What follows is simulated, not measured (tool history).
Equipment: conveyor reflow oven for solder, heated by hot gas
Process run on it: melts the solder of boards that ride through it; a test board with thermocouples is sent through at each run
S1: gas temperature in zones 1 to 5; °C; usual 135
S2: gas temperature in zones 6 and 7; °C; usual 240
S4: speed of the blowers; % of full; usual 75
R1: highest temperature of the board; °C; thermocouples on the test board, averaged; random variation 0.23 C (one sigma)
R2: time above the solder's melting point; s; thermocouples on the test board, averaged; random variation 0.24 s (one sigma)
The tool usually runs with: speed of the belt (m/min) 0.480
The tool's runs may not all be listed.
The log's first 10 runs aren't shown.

run 11 hour=423.7 | S1=135 S2=240 speed_of_the_belt_(m/min)=0.480 S4=75 | R1=219.4 R2=76.3
-- hour=433.6 thermocouples of zones 6 and 7 changed
-- hour=457.6 flux residue cleaned out of gas plates and filters
run 12 hour=458.9 | S1=135 S2=240 speed_of_the_belt_(m/min)=0.480 S4=75 | R1=224.3 R2=81.3
run 13 hour=506.5 | S1=135 S2=240 speed_of_the_belt_(m/min)=0.480 S4=75 | R1=223.9 R2=81.2
run 14 hour=566.8 | S1=135 S2=240 speed_of_the_belt_(m/min)=0.480 S4=75 | R1=223.7 R2=80.6
run 15 hour=618.8 | S1=135 S2=240 speed_of_the_belt_(m/min)=0.396 S4=75 | R1=229.4 R2=104.2
run 16 hour=662.4 | S1=140 S2=240 speed_of_the_belt_(m/min)=0.480 S4=75 | R1=224.0 R2=83.7
run 17 hour=704.3 | S1=140 S2=240 speed_of_the_belt_(m/min)=0.480 S4=75 | R1=224.3 R2=83.5
run 18 hour=736.9 | S1=140 S2=240 speed_of_the_belt_(m/min)=0.480 S4=75 | R1=224.1 R2=83.6
run 19 hour=786.5 | S1=130 S2=244 speed_of_the_belt_(m/min)=0.480 S4=75 | R1=225.4 R2=80.6
run 20 hour=849.4 | S1=130 S2=244 speed_of_the_belt_(m/min)=0.480 S4=75 | R1=225.4 R2=80.2
run 21 hour=908.9 | S1=128 S2=244 speed_of_the_belt_(m/min)=0.474 S4=77 | R1=225.9 R2=81.2
run 22 hour=952.6 | S1=126 S2=242 speed_of_the_belt_(m/min)=0.480 S4=75 | R1=222.1 R2=76.0

The next listed run, before its measurement:
run 23 hour=1008.4 | S1=126 S2=242 speed_of_the_belt_(m/min)=0.480 S4=75 | R1=? R2=?

{"run 23": {"R1": 222.4, "R2": 75.8}}
With the hidden condition absent and the run-to-run variation left alone, this run would have shown R1 225.1 °C, R2 77.5 s.

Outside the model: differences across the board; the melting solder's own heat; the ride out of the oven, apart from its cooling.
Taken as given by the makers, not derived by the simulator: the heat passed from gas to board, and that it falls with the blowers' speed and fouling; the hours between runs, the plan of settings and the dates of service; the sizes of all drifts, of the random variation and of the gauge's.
